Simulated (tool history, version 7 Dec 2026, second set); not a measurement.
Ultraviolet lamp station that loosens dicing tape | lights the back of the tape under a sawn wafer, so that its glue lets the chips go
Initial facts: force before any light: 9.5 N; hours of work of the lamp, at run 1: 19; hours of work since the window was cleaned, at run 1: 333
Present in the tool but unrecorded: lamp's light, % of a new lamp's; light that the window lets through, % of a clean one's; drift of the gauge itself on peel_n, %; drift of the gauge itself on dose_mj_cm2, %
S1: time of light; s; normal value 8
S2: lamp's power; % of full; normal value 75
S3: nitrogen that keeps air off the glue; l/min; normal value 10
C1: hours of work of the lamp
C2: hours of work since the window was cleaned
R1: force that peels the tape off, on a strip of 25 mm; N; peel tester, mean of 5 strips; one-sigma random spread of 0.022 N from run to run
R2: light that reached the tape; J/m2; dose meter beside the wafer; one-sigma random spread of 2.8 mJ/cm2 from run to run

Run 1, hour 0: usual settings; C1 19; C2 333. Result: R1 1.245 N, R2 3660 J/m2.
Run 2, hour 27.9: usual settings but S1 6 s; C1 36; C2 350. Result: R1 2.031 N, R2 2720 J/m2.
Run 3, hour 48.5: usual settings but S1 6 s, S2 83 % of full; C1 49; C2 363. Result: R1 1.709 N, R2 3020 J/m2.
Run 4, hour 65.6: usual settings but S1 6 s, S2 83 % of full; C1 59; C2 373. Result: R1 1.763 N, R2 3020 J/m2.
Run 5, hour 80.7: usual settings; C1 69; C2 383. Result: R1 1.321 N, R2 3630 J/m2.
At hour 94.8: window cleaned of glue's vapour.
Run 6, hour 100: usual settings but S3 4 l/min; C1 80; C2 3. Result: R1 2.208 N, R2 3740 J/m2.
Run 7, hour 124.6: usual settings but S3 15 l/min; C1 95; C2 18. Result: R1 0.896 N, R2 3760 J/m2.
Run 8, hour 155.2: usual settings but S3 15 l/min; C1 114; C2 37. Result: R1 0.901 N, R2 3750 J/m2.
Run 9, hour 175.7: usual settings but S1 6 s, S3 15 l/min; C1 126; C2 49. Result: R1 1.521 N, R2 2790 J/m2.
Run 10, hour 197: usual settings but S1 6 s, S3 6 l/min; C1 139; C2 62. Result: R1 2.664 N, R2 2770 J/m2.
Run 11, hour 229.5: usual settings but S1 6 s, S3 6 l/min; C1 159; C2 82. Result: R1 2.789 N, R2 2740 J/m2.
Run 12, hour 258.2: usual settings; C1 176; C2 100. Result: R1 1.221 N, R2 3560 J/m2.
Run 13, hour 277.5: usual settings; C1 188; C2 111. Result: R1 1.295 N, R2 3630 J/m2.
Run 14, hour 307.7: usual settings; C1 207; C2 130. Result: R1 1.277 N, R2 3560 J/m2.
Run 15, hour 328.9: usual settings but S2 74 % of full, S3 8 l/min; C1 220; C2 143. Result: R1 1.56 N, R2 3460 J/m2.
Run 16, hour 345.8: usual settings but S1 6 s, S2 85 % of full, S3 9 l/min; C1 230; C2 153. Result: R1 1.811 N, R2 3020 J/m2.
Run 17, hour 379.1: usual settings but S1 7 s, S2 93 % of full, S3 4 l/min; C1 250; C2 173. Result: R1 2.306 N, R2 3760 J/m2.
Run 18, hour 398.5: usual settings but S1 7 s, S2 76 % of full, S3 4 l/min; C1 262; C2 185. Result: R1 2.853 N, R2 3150 J/m2.
Run 19, hour 420.1: usual settings but S1 7 s, S2 60 % of full, S3 7 l/min; C1 275; C2 198. Result: R1 2.871 N, R2 2480 J/m2.
Run 20, hour 445.3: usual settings but S1 7 s, S2 99 % of full, S3 7 l/min; C1 291; C2 214. Result: R1 1.385 N, R2 4040 J/m2.
Run 21, hour 466.3: usual settings but S2 78 % of full, S3 14 l/min; C1 303; C2 226. Result: R1 1.035 N, R2 3620 J/m2.
Run 22, hour 481.3: usual settings but S2 76 % of full, S3 7 l/min; C1 312; C2 236. Result: R1 1.781 N, R2 3480 J/m2.
Run 23, hour 497: usual settings but S1 4 s, S2 79 % of full, S3 5 l/min; C1 322; C2 245. Result: R1 4.323 N, R2 1800 J/m2.
Run 24, hour 530: usual settings but S1 7 s, S2 78 % of full, S3 8 l/min; C1 342; C2 265. Result: R1 1.862 N, R2 3060 J/m2.
Run 25, hour 546.6: usual settings but S1 13 s; C1 352; C2 275. Result: R1 0.544 N, R2 5500 J/m2.
Run 26, hour 570: usual settings but S1 5 s, S2 73 % of full, S3 4 l/min; C1 367; C2 290. Result: R1 4.418 N, R2 2050 J/m2.
Run 27, hour 590.5: usual settings but S1 5 s, S2 73 % of full, S3 5 l/min; C1 379; C2 302. Result: R1 3.993 N, R2 1970 J/m2.

A few steps of R1 between consecutive runs. Split each: what settings, incoming material and random variation would produce without the hidden state, and what is left over for the hidden state, along with gauge scatter present in only one of the two compared results (measured, and without hidden state):
Run 22 -> 23: S1 8 -> 4, S2 76 -> 79, S3 7 -> 5. R1 +2.542 N: hidden state +0.107, all else +2.435.
Run 24 -> 25: S1 7 -> 13, S2 78 -> 75, S3 8 -> 10. R1 -1.318 N: hidden state -0.251, all else -1.067.
Run 25 -> 26: S1 13 -> 5, S2 75 -> 73, S3 10 -> 4. R1 +3.874 N: hidden state +0.413, all else +3.461.
